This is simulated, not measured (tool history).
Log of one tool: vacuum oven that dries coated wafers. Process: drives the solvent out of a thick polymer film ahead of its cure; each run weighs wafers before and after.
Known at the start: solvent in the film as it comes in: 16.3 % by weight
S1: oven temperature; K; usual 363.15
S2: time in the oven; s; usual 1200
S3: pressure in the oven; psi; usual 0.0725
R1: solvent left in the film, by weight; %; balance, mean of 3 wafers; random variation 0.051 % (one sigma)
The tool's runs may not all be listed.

run   hour      S1    S2      S3    R1
  1    0.0  363.15  1200  0.0725  1.38
  2   13.5  363.15  1200  0.0725  1.28
  3   40.5  363.15  1200  0.0725  1.45
  4   55.0  363.15  1200  0.0725  1.37
  5   87.5  363.15  1200  0.0725  1.30
  6  117.0  363.15  1200  0.0725  1.30
  7  149.9  349.15  1200  0.0725  4.00
  8  178.1  349.15  1200  0.0725  3.93
  9  205.4  369.15  1200  0.0725  0.76
 10  232.1  369.15  1200  0.0725  0.78
 11  263.2  363.15  1200  0.1188  1.57
 12  295.1  363.15  1200  0.0725  1.48
 13  316.7  363.15  1200  0.0598  1.41
 14  349.7  363.15  1200  0.0598  1.39
 15  365.4  363.15  1200  0.0598  1.41
 16  391.2  363.15  1200  0.0598  1.28
 17  414.8  363.15  1200  0.0598  1.46
 18  435.7  363.15  1500  0.0598  1.03
 19  468.7  363.15   660  0.0725  3.75
 20  489.3  363.15   660  0.0725  3.65
 21  510.5  371.15  1200  0.0725  0.75
 22  538.4  371.15  1200  0.0725  0.65
 23  558.3  371.15  1200  0.0725  0.76
 24  574.0  363.15  1200  0.2477  2.13
 25  598.9  363.15  1200  0.2477  2.09
 26  613.7  363.15  1200  0.2477  2.10
 27  637.3  363.15  1200  0.2477  2.05
     644.4  -- oven's thermocouples calibrated
 28  656.5  363.15  1200  0.1211  1.16
 29  689.4  363.15  1200  0.2721  1.58
 30  719.9  366.15  1200  0.0463  0.76

The next listed run, before its measurement:
 31  736.8  357.15  780  0.0822   ?

Run 31 gave R1 3.57 %.
Without the tool's hidden state the same run would have given R1 3.44 %.
